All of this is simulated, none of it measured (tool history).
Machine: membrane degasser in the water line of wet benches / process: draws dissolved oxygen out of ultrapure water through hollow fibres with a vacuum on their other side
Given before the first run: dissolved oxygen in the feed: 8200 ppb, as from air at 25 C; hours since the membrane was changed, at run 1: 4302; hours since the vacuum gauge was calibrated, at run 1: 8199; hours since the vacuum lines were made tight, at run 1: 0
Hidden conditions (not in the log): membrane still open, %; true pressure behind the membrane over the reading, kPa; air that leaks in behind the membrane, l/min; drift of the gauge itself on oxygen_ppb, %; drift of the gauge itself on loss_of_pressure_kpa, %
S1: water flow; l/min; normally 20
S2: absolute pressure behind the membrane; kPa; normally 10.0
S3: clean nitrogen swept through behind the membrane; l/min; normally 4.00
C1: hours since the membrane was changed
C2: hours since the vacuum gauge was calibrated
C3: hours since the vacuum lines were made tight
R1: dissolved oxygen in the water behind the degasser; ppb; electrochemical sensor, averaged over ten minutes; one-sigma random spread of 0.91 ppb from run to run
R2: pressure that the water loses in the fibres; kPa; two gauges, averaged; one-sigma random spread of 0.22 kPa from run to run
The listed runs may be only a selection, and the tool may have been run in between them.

Run 1, hour 0.0: usual settings; C1 4302; C2 8199; C3 0. Result: R1 86.4 ppb, R2 54.86 kPa.
Run 2, hour 110.7: usual settings; C1 4413; C2 8310; C3 111. Result: R1 85.3 ppb, R2 54.64 kPa.
At hour 242.7: vacuum gauge calibrated.
Run 3, hour 243.2: usual settings; C1 4545; C2 0; C3 243. Result: R1 85.6 ppb, R2 55.41 kPa.
Run 4, hour 424.1: usual settings; C1 4726; C2 181; C3 424. Result: R1 86.5 ppb, R2 55.38 kPa.
Run 5, hour 581.1: usual settings; C1 4883; C2 338; C3 581. Result: R1 85.0 ppb, R2 55.11 kPa.
Run 6, hour 751.6: usual settings but S1 12 l/min; C1 5053; C2 509; C3 751. Result: R1 50.9 ppb, R2 33.29 kPa.
Run 7, hour 922.6: usual settings but S1 12 l/min; C1 5224; C2 680; C3 922. Result: R1 50.8 ppb, R2 33.09 kPa.
Run 8, hour 1101.4: usual settings but S1 12 l/min; C1 5403; C2 859; C3 1101. Result: R1 49.7 ppb, R2 33.04 kPa.
Run 9, hour 1183.4: usual settings; C1 5485; C2 941; C3 1183. Result: R1 86.4 ppb, R2 54.94 kPa.
Run 10, hour 1350.6: usual settings but S2 10.2 kPa; C1 5652; C2 1108; C3 1350. Result: R1 87.3 ppb, R2 55.45 kPa.
Run 11, hour 1506.0: usual settings but S2 10.2 kPa; C1 5808; C2 1263; C3 1506. Result: R1 87.0 ppb, R2 55.25 kPa.
Run 12, hour 1689.8: usual settings but S2 10.2 kPa; C1 5991; C2 1447; C3 1689. Result: R1 87.6 ppb, R2 55.44 kPa.
Run 13, hour 1845.6: usual settings; C1 6147; C2 1603; C3 1845. Result: R1 84.5 ppb, R2 55.64 kPa.
Run 14, hour 2032.9: usual settings but S2 6.7 kPa; C1 6334; C2 1790; C3 2032. Result: R1 46.4 ppb, R2 55.82 kPa.
Run 15, hour 2206.8: usual settings but S2 6.7 kPa, S3 5.79 l/min; C1 6508; C2 1964; C3 2206. Result: R1 32.8 ppb, R2 55.58 kPa.
Run 16, hour 2292.0: usual settings but S2 6.7 kPa, S3 5.79 l/min; C1 6594; C2 2049; C3 2292. Result: R1 32.9 ppb, R2 55.50 kPa.
Run 17, hour 2480.4: usual settings but S1 26 l/min, S2 17.9 kPa, S3 6.89 l/min; C1 6782; C2 2238; C3 2480. Result: R1 149.0 ppb, R2 72.31 kPa.
Run 18, hour 2582.6: usual settings but S1 26 l/min, S2 17.9 kPa, S3 6.89 l/min; C1 6884; C2 2340; C3 2582. Result: R1 146.8 ppb, R2 72.69 kPa.
Run 19, hour 2662.9: usual settings; C1 6964; C2 2420; C3 2662. Result: R1 85.6 ppb, R2 56.17 kPa.
Run 20, hour 2780.0: usual settings but S1 16 l/min, S2 20.8 kPa, S3 8.06 l/min; C1 7082; C2 2537; C3 2780. Result: R1 86.2 ppb, R2 44.90 kPa.
Run 21, hour 2887.8: usual settings but S2 8.8 kPa; C1 7189; C2 2645; C3 2887. Result: R1 71.4 ppb, R2 55.58 kPa.
Run 22, hour 3026.1: usual settings but S1 15 l/min, S2 17.6 kPa, S3 2.53 l/min; C1 7328; C2 2783; C3 3026. Result: R1 206.5 ppb, R2 41.96 kPa.
Run 23, hour 3135.0: usual settings but S1 22 l/min, S2 18.9 kPa; C1 7437; C2 2892; C3 3135. Result: R1 209.7 ppb, R2 61.60 kPa.
Run 24, hour 3264.2: usual settings but S1 22 l/min, S2 6.5 kPa; C1 7566; C2 3021; C3 3264. Result: R1 48.9 ppb, R2 61.41 kPa.
Run 25, hour 3385.0: usual settings but S1 26 l/min, S2 19.9 kPa, S3 4.36 l/min; C1 7686; C2 3142; C3 3384. Result: R1 248.0 ppb, R2 72.66 kPa.
Run 26, hour 3493.1: usual settings but S1 26 l/min, S2 19.9 kPa, S3 4.36 l/min; C1 7795; C2 3250; C3 3493. Result: R1 249.6 ppb, R2 73.46 kPa.
Run 27, hour 3655.3: usual settings but S1 23 l/min, S2 6.1 kPa, S3 10.19 l/min; C1 7957; C2 3413; C3 3655. Result: R1 24.0 ppb, R2 64.80 kPa.
Run 28, hour 3765.2: usual settings but S1 28 l/min, S2 6.5 kPa, S3 4.24 l/min; C1 8067; C2 3522; C3 3765. Result: R1 73.4 ppb, R2 78.61 kPa.
Run 29, hour 3913.6: usual settings but S1 21 l/min, S2 19.2 kPa, S3 6.97 l/min; C1 8215; C2 3671; C3 3913. Result: R1 122.3 ppb, R2 58.76 kPa.
Run 30, hour 4041.2: usual settings but S1 25 l/min, S2 7.0 kPa, S3 2.37 l/min; C1 8343; C2 3798; C3 4041. Result: R1 105.4 ppb, R2 70.19 kPa.
Run 31, hour 4205.5: usual settings but S1 23 l/min, S2 15.2 kPa, S3 2.63 l/min; C1 8507; C2 3963; C3 4205. Result: R1 247.9 ppb, R2 64.77 kPa.
Run 32, hour 4325.8: usual settings but S2 10.7 kPa; C1 8627; C2 4083; C3 4325. Result: R1 93.3 ppb, R2 56.20 kPa.

Pick out some run-to-run changes in R2. Of each, how much would a tool without hidden state show as well, from the settings, what came in and chance, and how much is left for the hidden state and any gauge scatter not in both results compared?
Run 5 -> 6: S1 20 -> 12. R2 -21.82 kPa: hidden state -0.05, all else -21.77.
Run 8 -> 9: S1 12 -> 20. R2 +21.90 kPa: hidden state +0.17, all else +21.73.
Run 22 -> 23: S1 15 -> 22, S2 17.6 -> 18.9, S3 2.53 -> 4.00. R2 +19.64 kPa: hidden state +0.37, all else +19.27.
Run 27 -> 28: S1 23 -> 28, S2 6.1 -> 6.5, S3 10.19 -> 4.24. R2 +13.81 kPa: hidden state +0.35, all else +13.46.
Run 28 -> 29: S1 28 -> 21, S2 6.5 -> 19.2, S3 4.24 -> 6.97. R2 -19.85 kPa: hidden state -0.38, all else -19.47.

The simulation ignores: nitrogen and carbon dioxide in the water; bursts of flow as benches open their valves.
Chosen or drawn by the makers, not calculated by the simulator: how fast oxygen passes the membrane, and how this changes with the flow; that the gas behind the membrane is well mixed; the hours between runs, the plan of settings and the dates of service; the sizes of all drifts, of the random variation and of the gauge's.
